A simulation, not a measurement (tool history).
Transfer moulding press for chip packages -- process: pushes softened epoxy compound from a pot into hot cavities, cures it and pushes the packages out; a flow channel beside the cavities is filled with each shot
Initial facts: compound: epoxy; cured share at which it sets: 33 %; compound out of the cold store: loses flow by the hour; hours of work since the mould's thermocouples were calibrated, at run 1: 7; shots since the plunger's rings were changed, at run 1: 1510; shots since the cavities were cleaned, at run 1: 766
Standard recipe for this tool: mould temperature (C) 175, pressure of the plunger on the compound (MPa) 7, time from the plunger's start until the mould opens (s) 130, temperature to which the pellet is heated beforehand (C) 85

| run | day | mould temperature (C) | pressure of the plunger on the compound (MPa) | time from the plunger's start until the mould opens (s) | temperature to which the pellet is heated beforehand (C) | hours of work since the mould's thermocouples were calibrated | shots since the plunger's rings were changed | shots since the cavities were cleaned | incoming compound's hours out of the cold store | length that the compound runs in the flow channel (mm) | greatest force on the pins that push the packages out (N) |
|---|---|---|---|---|---|---|---|---|---|---|---|
| 1 | 0 | 175 | 7 | 130 | 85 | 7 | 1510 | 766 | 19.9 | 701 | 376 |
| 2 | 0.312 | 175 | 7 | 130 | 85 | 11 | 1570 | 826 | 20.6 | 713 | 370 |
| 3 | 0.583 | 175 | 7 | 130 | 85 | 15 | 1622 | 878 | 39.2 | 644 | 378 |
| 4 | 0.983 | 175 | 7 | 130 | 85 | 20 | 1700 | 956 | 28.4 | 675 | 383 |
|  | 1.212 | cavities cleaned with cleaning compound and waxed |
| 5 | 1.367 | 175 | 6.94 | 130 | 85 | 25 | 1761 | 29 | 26.2 | 691 | 371 |
| 6 | 1.758 | 175 | 7 | 130 | 85 | 30 | 1836 | 104 | 47.4 | 629 | 375 |
| 7 | 1.971 | 175 | 7 | 130 | 85 | 33 | 1878 | 146 | 45.9 | 623 | 366 |
| 8 | 2.175 | 175 | 7 | 130 | 90 | 36 | 1916 | 184 | 10.1 | 745 | 395 |
| 9 | 2.5 | 175 | 7 | 125 | 90 | 40 | 1979 | 247 | 37 | 667 | 396 |
| 10 | 2.792 | 175 | 7 | 165 | 85 | 44 | 2036 | 304 | 22 | 713 | 346 |
| 11 | 2.992 | 175 | 7 | 165 | 85 | 47 | 2074 | 342 | 19.3 | 712 | 334 |
| 12 | 3.171 | 175 | 7 | 165 | 85 | 49 | 2108 | 376 | 34.5 | 665 | 349 |
| 13 | 3.375 | 175 | 5.32 | 165 | 85 | 52 | 2148 | 416 | 38.6 | 573 | 341 |
| 14 | 3.688 | 175 | 7 | 130 | 78 | 56 | 2208 | 476 | 38.4 | 648 | 382 |
| 15 | 3.942 | 175 | 7 | 130 | 78 | 60 | 2257 | 525 | 34.6 | 670 | 374 |
| 16 | 4.192 | 179 | 5.57 | 121 | 82 | 63 | 2305 | 573 | 35.4 | 579 | 357 |
| 17 | 4.558 | 181 | 7.41 | 121 | 82 | 68 | 2375 | 643 | 10.4 | 752 | 360 |
| 18 | 4.858 | 181 | 7.41 | 121 | 82 | 72 | 2433 | 701 | 38.4 | 663 | 352 |
| 19 | 5.154 | 173 | 6.54 | 130 | 85 | 76 | 2490 | 758 | 38.7 | 629 | 397 |
| 20 | 5.567 | 175 | 8.33 | 130 | 81 | 82 | 2569 | 837 | 8.4 | 818 | 388 |
| 21 | 5.858 | 175 | 8.33 | 130 | 81 | 86 | 2626 | 894 | 42.9 | 702 | 381 |
| 22 | 6.104 | 175 | 8.33 | 130 | 81 | 89 | 2673 | 941 | 44.3 | 688 | 365 |
|  | 6.4 | cavities cleaned with cleaning compound and waxed |
| 23 | 6.488 | 182 | 8.33 | 111 | 92 | 94 | 2734 | 16 | 10.7 | 803 | 339 |
| 24 | 6.762 | 177 | 6.44 | 166 | 91 | 97 | 2787 | 69 | 23.6 | 657 | 344 |
| 25 | 6.95 | 177 | 6.44 | 166 | 91 | 100 | 2824 | 106 | 43.8 | 604 | 331 |
| 26 | 7.267 | 177 | 8.75 | 166 | 91 | 104 | 2884 | 166 | 43.5 | 714 | 330 |
| 27 | 7.662 | 177 | 8.75 | 166 | 91 | 110 | 2961 | 243 | 16.6 | 791 | 340 |
| 28 | 7.904 | 177 | 8.75 | 166 | 91 | 113 | 3007 | 289 | 35.8 | 739 | 344 |
| 29 | 8.125 | 173 | 6.78 | 134 | 77 | 116 | 3050 | 332 | 19.4 | 715 | 402 |

Consider 4 possible next runs. They are alternatives, not a sequence: every one starts from the tool as it was left by run 29. What does each give?
| A | 8.396 | 173 | 6.78 | 110 | 77 | 120 | 3102 | 384 | 45.2 | ? | ? |
| B | 8.396 | 182 | 5.68 | 134 | 81 | 120 | 3102 | 384 | 36.6 | ? | ? |
| C | 8.396 | 175 | 8.47 | 113 | 85 | 120 | 3102 | 384 | 24.3 | ? | ? |
| D | 8.396 | 175 | 7 | 130 | 78 | 120 | 3102 | 384 | 35.9 | ? | ? |

| run | length that the compound runs in the flow channel (mm) | greatest force on the pins that push the packages out (N) |
|---|---|---|
| A | 627 | 500 |
| B | 583 | 338 |
| C | 770 | 442 |
| D | 659 | 395 |
Had the tool no hidden state, the same runs would have come out as:
| run | length that the compound runs in the flow channel (mm) | greatest force on the pins that push the packages out (N) |
|---|---|---|
| A | 628 | 496 |
| B | 584 | 335 |
| C | 771 | 438 |
| D | 660 | 392 |
